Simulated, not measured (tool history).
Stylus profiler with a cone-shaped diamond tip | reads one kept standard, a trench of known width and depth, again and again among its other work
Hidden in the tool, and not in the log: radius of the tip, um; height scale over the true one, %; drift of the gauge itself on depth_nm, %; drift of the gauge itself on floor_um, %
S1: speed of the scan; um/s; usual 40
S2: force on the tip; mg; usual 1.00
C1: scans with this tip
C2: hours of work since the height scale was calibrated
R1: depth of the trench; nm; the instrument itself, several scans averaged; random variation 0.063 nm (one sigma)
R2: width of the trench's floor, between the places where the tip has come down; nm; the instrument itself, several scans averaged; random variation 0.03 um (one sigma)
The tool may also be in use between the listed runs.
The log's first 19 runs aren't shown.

run,day,S1,S2,C1,C2,R1,R2
20,9.775,49,1.00,2884,204,100.39,98240
21,10.288,49,1.00,3012,213,100.28,98190
22,10.833,49,1.00,3146,222,100.36,98230
23,11.238,49,1.00,3246,229,100.35,98210
24,11.800,156,1.99,3385,239,100.45,97780
25,12.104,87,1.69,3460,244,100.54,98070
26,12.675,130,0.55,3601,254,100.29,97240
27,13.217,130,0.55,3735,264,100.15,97290
28,13.892,30,0.66,3902,275,100.28,98250
29,14.383,38,0.66,4023,284,100.40,98270
30,14.775,31,1.29,4120,291,100.50,98380
31,15.300,31,1.29,4250,300,100.41,98420
32,15.692,31,1.29,4347,307,100.45,98360
33,16.096,101,0.89,4446,314,100.21,97780
34,16.421,51,2.17,4527,320,100.55,98330
35,16.812,44,0.38,4624,326,100.25,98040
36,17.421,40,1.43,4775,337,100.41,98340
37,17.817,35,0.84,4872,344,100.22,98280
38,18.300,11,0.68,4991,352,100.25,98540
39,18.917,99,1.97,5144,363,100.39,98080
40,19.321,21,2.30,5244,370,100.70,98460
41,19.971,12,1.00,5404,381,100.41,98480
42,20.554,92,1.00,5549,392,100.33,97900
43,20.921,14,1.06,5639,398,100.47,98480
44,21.554,14,1.06,5796,409,100.38,98530

5 ways to go on from here, each from the tool as it stands after run 44. What would each give?
A,22.221,10,0.81,5961,421,?,?
B,22.221,15,1.79,5961,421,?,?
C,22.221,63,1.71,5961,421,?,?
D,22.221,12,0.64,5961,421,?,?
E,22.221,13,0.35,5961,421,?,?

run,R1,R2
A,100.31,98490
B,100.43,98540
C,100.42,98230
D,100.20,98470
E,100.12,98480
Without the tool's hidden state the same runs would have given:
run,R1,R2
A,100.31,98490
B,100.43,98550
C,100.42,98240
D,100.20,98470
E,100.12,98490

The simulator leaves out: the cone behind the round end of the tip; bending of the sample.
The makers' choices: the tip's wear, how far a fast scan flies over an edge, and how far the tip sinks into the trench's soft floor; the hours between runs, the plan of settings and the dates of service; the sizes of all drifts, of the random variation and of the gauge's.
